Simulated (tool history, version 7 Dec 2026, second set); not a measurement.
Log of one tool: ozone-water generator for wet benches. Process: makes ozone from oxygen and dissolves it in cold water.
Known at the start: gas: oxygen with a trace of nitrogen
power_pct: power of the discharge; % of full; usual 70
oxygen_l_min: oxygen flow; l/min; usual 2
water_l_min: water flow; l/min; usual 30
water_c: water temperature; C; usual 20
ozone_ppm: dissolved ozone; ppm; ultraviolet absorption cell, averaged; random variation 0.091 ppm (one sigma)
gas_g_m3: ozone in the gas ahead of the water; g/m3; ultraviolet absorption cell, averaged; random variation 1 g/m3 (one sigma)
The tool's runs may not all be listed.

run     day  power_pct  oxygen_l_min  water_l_min  water_c  ozone_ppm  gas_g_m3
  1       0         70             2           30       20        5.3       177
  2   1.479         70             2           31       20       5.16     176.2
  3   2.858         70             2           35       20       4.21     176.2
  4   3.796         70             2           35       20       4.39     176.8
  5   5.029         73             2           30       20       5.44     182.5
  6   6.538         70             2           30       20       5.15       176
  7   8.204         70             2           30       20       5.31     177.6
  8   9.029         70             2           30       20       5.25     175.9
     10.417  -- contactor cleaned
  9  10.508         58             2           30       20       4.44     148.9
 10  11.208         58             2           30       20       4.67     150.5
 11  12.171         70             2           30       20       5.23     175.6
 12    13.7         70             2           30       20       5.17     176.4
 13  14.596         70             2           30       20       5.22     177.1
 14  15.962         70             2           30       20       5.37     175.1
 15  17.658         70             2           30       20       5.26     176.1
 16  18.438         70             2           30       20       5.32     174.9
 17  19.933         70             2           30       20       5.32     177.1
 18  20.917         70          1.76           30       12       5.24     186.4
 19  21.962         70          1.76           30       22       5.15     187.4
 20  22.754         70          1.76           30       22       4.95     187.8
 21  24.071         70          1.12           22       22       6.19     235.1
 22  25.004         70             2           30       14        5.5     175.4
 23  26.154         70             2           30       14       5.49     176.3
 24  27.325         45          1.16           30       17       2.85     155.8
 25  28.946         45          1.16           30       17       2.99     155.9
 26  29.792         70          1.74           41       13        3.4     188.6
 27  31.175         70          1.74           41       13       3.57     188.8
 28  32.238         70          1.74           41       13       3.46     186.9
 29  33.454         57          1.74           41       18       2.91     156.9
 30  34.942         70          1.22           30       15       4.39     225.2
 31  35.933         70          1.22           28       16       4.91     223.6
 32   37.65         70          1.22           28       16       4.83     225.1
 33  38.712         66          1.89           29       27       4.94       171

Forecast each of these 3 alternatives for the next run:
  A  39.892         68          1.14           43       20          ?         ?
  B  39.892         66          1.89           45       17          ?         ?
  C  39.892         62             2           30       27          ?         ?

run  ozone_ppm  gas_g_m3
  A        2.6     224.7
  B       3.15     171.1
  C       4.67     156.7
Without the tool's hidden state the same runs would have given:
run  ozone_ppm  gas_g_m3
  A        2.6     224.8
  B       3.15     171.2
  C       4.67     156.7

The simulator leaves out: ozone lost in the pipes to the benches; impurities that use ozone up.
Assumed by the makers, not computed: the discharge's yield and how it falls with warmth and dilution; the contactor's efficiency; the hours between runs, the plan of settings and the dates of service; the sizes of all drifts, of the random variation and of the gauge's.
